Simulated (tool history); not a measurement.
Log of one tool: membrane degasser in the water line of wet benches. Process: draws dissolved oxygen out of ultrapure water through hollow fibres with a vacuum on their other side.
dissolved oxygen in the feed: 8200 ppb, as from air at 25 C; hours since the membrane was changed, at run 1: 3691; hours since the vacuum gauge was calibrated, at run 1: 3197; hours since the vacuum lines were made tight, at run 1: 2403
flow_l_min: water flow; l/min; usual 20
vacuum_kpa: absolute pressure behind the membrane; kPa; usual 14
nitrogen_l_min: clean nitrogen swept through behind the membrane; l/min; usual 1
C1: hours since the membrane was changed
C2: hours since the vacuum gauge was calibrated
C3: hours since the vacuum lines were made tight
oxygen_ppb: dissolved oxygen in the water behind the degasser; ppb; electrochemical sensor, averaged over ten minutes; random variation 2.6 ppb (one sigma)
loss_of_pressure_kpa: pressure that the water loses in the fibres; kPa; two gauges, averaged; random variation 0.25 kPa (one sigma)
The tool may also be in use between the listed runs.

Run 1, day 0: usual settings; C1 3691; C2 3197; C3 2403. Result: oxygen_ppb 508.8 ppb, loss_of_pressure_kpa 70.39 kPa.
Run 2, day 1.842: usual settings; C1 3735; C2 3241; C3 2447. Result: oxygen_ppb 505.6 ppb, loss_of_pressure_kpa 70.2 kPa.
Run 3, day 4.304: usual settings; C1 3794; C2 3300; C3 2506. Result: oxygen_ppb 511.5 ppb, loss_of_pressure_kpa 70.1 kPa.
Run 4, day 6.042: usual settings; C1 3836; C2 3342; C3 2548. Result: oxygen_ppb 509.4 ppb, loss_of_pressure_kpa 69.95 kPa.
Run 5, day 8.821: usual settings; C1 3902; C2 3409; C3 2615. Result: oxygen_ppb 508.2 ppb, loss_of_pressure_kpa 70.31 kPa.
Run 6, day 12.017: usual settings; C1 3979; C2 3486; C3 2691. Result: oxygen_ppb 512.7 ppb, loss_of_pressure_kpa 70.22 kPa.
Run 7, day 15.971: usual settings; C1 4074; C2 3581; C3 2786. Result: oxygen_ppb 510.8 ppb, loss_of_pressure_kpa 69.99 kPa.
Run 8, day 17.683: usual settings; C1 4115; C2 3622; C3 2827. Result: oxygen_ppb 507.2 ppb, loss_of_pressure_kpa 71.12 kPa.
Run 9, day 19.762: usual settings but flow_l_min 28 l/min; C1 4165; C2 3671; C3 2877. Result: oxygen_ppb 680.4 ppb, loss_of_pressure_kpa 98.22 kPa.
Run 10, day 23.033: usual settings; C1 4243; C2 3750; C3 2956. Result: oxygen_ppb 509.5 ppb, loss_of_pressure_kpa 70.92 kPa.
Run 11, day 25.933: usual settings; C1 4313; C2 3820; C3 3025. Result: oxygen_ppb 511.1 ppb, loss_of_pressure_kpa 70.73 kPa.
Run 12, day 28.892: usual settings; C1 4384; C2 3891; C3 3096. Result: oxygen_ppb 511.4 ppb, loss_of_pressure_kpa 70.84 kPa.
Run 13, day 30.962: usual settings; C1 4434; C2 3940; C3 3146. Result: oxygen_ppb 512.1 ppb, loss_of_pressure_kpa 70.89 kPa.
Run 14, day 32.804: usual settings; C1 4478; C2 3985; C3 3190. Result: oxygen_ppb 511.3 ppb, loss_of_pressure_kpa 70.78 kPa.
At day 35.138: vacuum gauge calibrated.
Run 15, day 36.262: usual settings but vacuum_kpa 22.7 kPa, nitrogen_l_min 1.43 l/min; C1 4560; C2 27; C3 3273. Result: oxygen_ppb 641.1 ppb, loss_of_pressure_kpa 71.05 kPa.
Run 16, day 38.975: usual settings but vacuum_kpa 21.1 kPa, nitrogen_l_min 1.18 l/min; C1 4625; C2 92; C3 3338. Result: oxygen_ppb 691.9 ppb, loss_of_pressure_kpa 70.98 kPa.
Run 17, day 41.954: usual settings but vacuum_kpa 21.1 kPa, nitrogen_l_min 1.18 l/min; C1 4697; C2 164; C3 3409. Result: oxygen_ppb 685.1 ppb, loss_of_pressure_kpa 70.74 kPa.
Run 18, day 45.221: usual settings but flow_l_min 15 l/min, vacuum_kpa 34.8 kPa, nitrogen_l_min 0.41 l/min; C1 4775; C2 242; C3 3488. Result: oxygen_ppb 1930 ppb, loss_of_pressure_kpa 53.05 kPa.
Run 19, day 48.854: usual settings but flow_l_min 14 l/min, vacuum_kpa 34.8 kPa, nitrogen_l_min 0.83 l/min; C1 4863; C2 329; C3 3575. Result: oxygen_ppb 1103.9 ppb, loss_of_pressure_kpa 49.84 kPa.
Run 20, day 50.717: usual settings but flow_l_min 14 l/min, vacuum_kpa 34.8 kPa, nitrogen_l_min 0.83 l/min; C1 4907; C2 374; C3 3619. Result: oxygen_ppb 1104.9 ppb, loss_of_pressure_kpa 50.13 kPa.
Run 21, day 52.558: usual settings but flow_l_min 14 l/min, vacuum_kpa 34.8 kPa, nitrogen_l_min 0.83 l/min; C1 4951; C2 418; C3 3664. Result: oxygen_ppb 1101.3 ppb, loss_of_pressure_kpa 49.68 kPa.
Run 22, day 55.121: usual settings but vacuum_kpa 11.5 kPa, nitrogen_l_min 0.91 l/min; C1 5013; C2 480; C3 3725. Result: oxygen_ppb 439.2 ppb, loss_of_pressure_kpa 71.12 kPa.

Forecast run 23:
Run 23, day 58.204: usual settings but flow_l_min 15 l/min, vacuum_kpa 26.9 kPa, nitrogen_l_min 0.73 l/min; C1 5087; C2 554; C3 3799. Result: oxygen_ppb ?, loss_of_pressure_kpa ?.

{"run 23": {"oxygen_ppb": 1008.3, "loss_of_pressure_kpa": 53.24}}
Without the tool's hidden state the same run would have given oxygen_ppb 987.8 ppb, loss_of_pressure_kpa 50.23 kPa.
